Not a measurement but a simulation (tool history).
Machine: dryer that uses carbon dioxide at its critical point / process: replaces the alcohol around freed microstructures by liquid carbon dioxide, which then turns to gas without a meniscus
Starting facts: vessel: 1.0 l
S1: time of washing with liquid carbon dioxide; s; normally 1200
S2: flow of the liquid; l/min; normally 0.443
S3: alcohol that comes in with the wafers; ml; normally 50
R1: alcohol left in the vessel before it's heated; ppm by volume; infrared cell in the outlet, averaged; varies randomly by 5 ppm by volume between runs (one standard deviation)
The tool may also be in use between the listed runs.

| run | hour | S1 | S2 | S3 | R1 |
|---|---|---|---|---|---|
| 1 | 0 | 1200 | 0.443 | 50 | 132 |
| 2 | 20.9 | 1200 | 0.443 | 50 | 124 |
| 3 | 48.8 | 1200 | 0.443 | 50 | 137 |
| 4 | 79.2 | 1200 | 0.443 | 50 | 137 |
| 5 | 100 | 1200 | 0.443 | 50 | 135 |
| 6 | 138.8 | 1200 | 0.443 | 50 | 140 |
| 7 | 173.4 | 1200 | 0.443 | 50 | 143 |
| 8 | 216.9 | 1200 | 0.443 | 50 | 157 |
| 9 | 255.7 | 1200 | 0.536 | 50 | 130 |
| 10 | 280.2 | 1200 | 0.443 | 38 | 151 |
| 11 | 315.3 | 1200 | 0.443 | 50 | 160 |
| 12 | 341.4 | 1200 | 0.443 | 50 | 159 |
| 13 | 383 | 1200 | 0.443 | 50 | 168 |
| 14 | 412 | 1200 | 0.443 | 50 | 171 |
| 15 | 452.6 | 1200 | 0.443 | 50 | 174 |
| 16 | 493.7 | 1200 | 0.443 | 50 | 181 |
| 17 | 515 | 1200 | 0.443 | 50 | 184 |
|  | 526.3 | inlet filter changed |
| 18 | 545.8 | 1200 | 0.443 | 50 | 160 |
| 19 | 584.5 | 1200 | 0.443 | 50 | 160 |
| 20 | 604.5 | 1200 | 0.443 | 37 | 154 |
| 21 | 634.4 | 1200 | 0.443 | 37 | 163 |
| 22 | 661.4 | 1200 | 0.285 | 37 | 393 |
| 23 | 695.2 | 1200 | 0.443 | 50 | 164 |
| 24 | 723.1 | 1440 | 0.551 | 99 | 159 |
| 25 | 750.9 | 780 | 0.485 | 86 | 459 |
| 26 | 769 | 780 | 0.409 | 112 | 1162 |
| 27 | 804.7 | 900 | 0.435 | 52 | 325 |
| 28 | 822.6 | 720 | 0.309 | 22 | 1042 |
| 29 | 864.3 | 1080 | 0.443 | 50 | 206 |
| 30 | 883.6 | 1920 | 0.443 | 110 | 172 |
| 31 | 909.3 | 720 | 0.443 | 50 | 647 |
| 32 | 928.6 | 900 | 0.313 | 31 | 739 |
| 33 | 963.2 | 900 | 0.386 | 74 | 687 |
| 34 | 1006.2 | 900 | 0.386 | 74 | 683 |
| 35 | 1046.3 | 720 | 0.403 | 21 | 522 |
| 36 | 1072 | 720 | 0.403 | 21 | 515 |
| 37 | 1115.3 | 1680 | 0.443 | 114 | 189 |
| 38 | 1145.4 | 1680 | 0.443 | 114 | 183 |
| 39 | 1187 | 1680 | 0.443 | 114 | 194 |
| 40 | 1208.3 | 960 | 0.443 | 114 | 475 |
| 41 | 1246.6 | 1620 | 0.443 | 50 | 195 |
| 42 | 1279.8 | 1620 | 0.443 | 50 | 199 |
| 43 | 1304.5 | 1200 | 0.493 | 32 | 207 |
| 44 | 1333.5 | 1860 | 0.577 | 50 | 187 |
| 45 | 1359.9 | 1860 | 0.577 | 50 | 203 |
| 46 | 1386.8 | 1200 | 0.482 | 50 | 219 |

Branching from run 46: 3 alternative next runs. What would each branch give?
| A | 1422.6 | 1620 | 0.571 | 105 | ? |
| B | 1422.6 | 1680 | 0.288 | 51 | ? |
| C | 1422.6 | 1680 | 0.447 | 114 | ? |

| run | R1 |
|---|---|
| A | 204 |
| B | 279 |
| C | 206 |
Stripped of hidden state, with their random variation kept, the same runs would have yielded:
| run | R1 |
|---|---|
| A | 1 |
| B | 31 |
| C | 4 |

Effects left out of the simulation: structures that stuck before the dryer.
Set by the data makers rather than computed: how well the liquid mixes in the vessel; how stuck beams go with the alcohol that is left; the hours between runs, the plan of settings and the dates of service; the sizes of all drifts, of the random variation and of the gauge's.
